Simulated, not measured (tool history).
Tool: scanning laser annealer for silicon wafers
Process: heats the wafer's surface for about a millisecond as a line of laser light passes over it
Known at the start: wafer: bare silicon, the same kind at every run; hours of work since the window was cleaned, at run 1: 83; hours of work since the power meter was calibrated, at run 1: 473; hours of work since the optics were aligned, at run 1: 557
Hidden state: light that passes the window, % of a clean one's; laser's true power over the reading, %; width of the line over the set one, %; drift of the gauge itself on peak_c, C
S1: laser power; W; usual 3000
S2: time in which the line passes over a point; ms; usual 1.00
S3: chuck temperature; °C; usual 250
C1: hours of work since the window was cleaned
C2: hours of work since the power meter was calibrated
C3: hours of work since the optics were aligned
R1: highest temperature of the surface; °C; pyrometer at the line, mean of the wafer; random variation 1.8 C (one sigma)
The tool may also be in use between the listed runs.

Run 1, hour 0.0: usual settings; C1 83; C2 473; C3 557. Result: R1 1068 °C.
Run 2, hour 11.5: usual settings; C1 89; C2 479; C3 563. Result: R1 1070 °C.
Run 3, hour 31.2: usual settings but S1 2653 W; C1 101; C2 491; C3 575. Result: R1 983 °C.
Run 4, hour 54.6: usual settings; C1 114; C2 504; C3 588. Result: R1 1069 °C.
Run 5, hour 77.2: usual settings; C1 127; C2 517; C3 601. Result: R1 1070 °C.
Run 6, hour 97.9: usual settings but S3 224 °C; C1 139; C2 529; C3 613. Result: R1 1042 °C.
Run 7, hour 120.2: usual settings; C1 151; C2 541; C3 625. Result: R1 1071 °C.
Run 8, hour 139.6: usual settings; C1 162; C2 552; C3 636. Result: R1 1072 °C.
Run 9, hour 162.9: usual settings; C1 176; C2 566; C3 650. Result: R1 1069 °C.
Run 10, hour 178.9: usual settings but S2 1.08 ms; C1 185; C2 575; C3 659. Result: R1 1106 °C.
Run 11, hour 198.3: usual settings but S2 1.08 ms; C1 196; C2 586; C3 670. Result: R1 1103 °C.
Run 12, hour 218.0: usual settings but S2 1.08 ms; C1 207; C2 597; C3 681. Result: R1 1103 °C.
At hour 221.5: window over the wafer cleaned.
Run 13, hour 237.7: usual settings but S2 1.08 ms; C1 9; C2 607; C3 691. Result: R1 1105 °C.
Run 14, hour 258.5: usual settings but S2 1.08 ms; C1 21; C2 619; C3 703. Result: R1 1103 °C.
Run 15, hour 276.6: usual settings; C1 31; C2 629; C3 713. Result: R1 1067 °C.
Run 16, hour 299.2: usual settings but S2 1.13 ms; C1 44; C2 642; C3 726. Result: R1 1122 °C.
At hour 302.3: window over the wafer cleaned, once more.
Run 17, hour 316.5: usual settings but S2 1.19 ms, S3 262 °C; C1 8; C2 651; C3 735. Result: R1 1169 °C.
Run 18, hour 328.8: usual settings but S1 3003 W, S2 1.09 ms, S3 248 °C; C1 15; C2 658; C3 742. Result: R1 1111 °C.
Run 19, hour 348.8: usual settings but S2 1.06 ms, S3 245 °C; C1 26; C2 669; C3 753. Result: R1 1090 °C.
Run 20, hour 360.6: usual settings but S1 2960 W, S2 1.06 ms, S3 245 °C; C1 33; C2 676; C3 760. Result: R1 1082 °C.
Run 21, hour 382.0: usual settings but S1 2955 W, S2 0.93 ms, S3 234 °C; C1 45; C2 688; C3 772. Result: R1 1013 °C.
Run 22, hour 397.7: usual settings but S1 2763 W, S2 1.06 ms; C1 54; C2 697; C3 781. Result: R1 1036 °C.
Run 23, hour 412.9: usual settings but S1 2840 W, S2 0.87 ms, S3 273 °C; C1 63; C2 705; C3 789. Result: R1 999 °C.
Run 24, hour 435.3: usual settings but S1 2765 W, S2 1.07 ms, S3 255 °C; C1 76; C2 718; C3 802. Result: R1 1049 °C.
Run 25, hour 448.4: usual settings but S1 2859 W, S2 0.83 ms; C1 83; C2 726; C3 810. Result: R1 959 °C.
Run 26, hour 464.2: usual settings but S1 2859 W, S2 0.83 ms; C1 92; C2 735; C3 819. Result: R1 958 °C.
Run 27, hour 474.9: usual settings but S1 2859 W, S2 0.83 ms; C1 98; C2 741; C3 825. Result: R1 960 °C.
Run 28, hour 494.8: usual settings but S2 1.02 ms, S3 220 °C; C1 109; C2 752; C3 836. Result: R1 1050 °C.

Forecast run 29:
Run 29, hour 510.1: usual settings but S2 0.82 ms, S3 247 °C; C1 118; C2 761; C3 845. Result: R1 ?.

Run 29 gave R1 980 °C.
Without the tool's hidden state the same run would have given R1 985 °C.
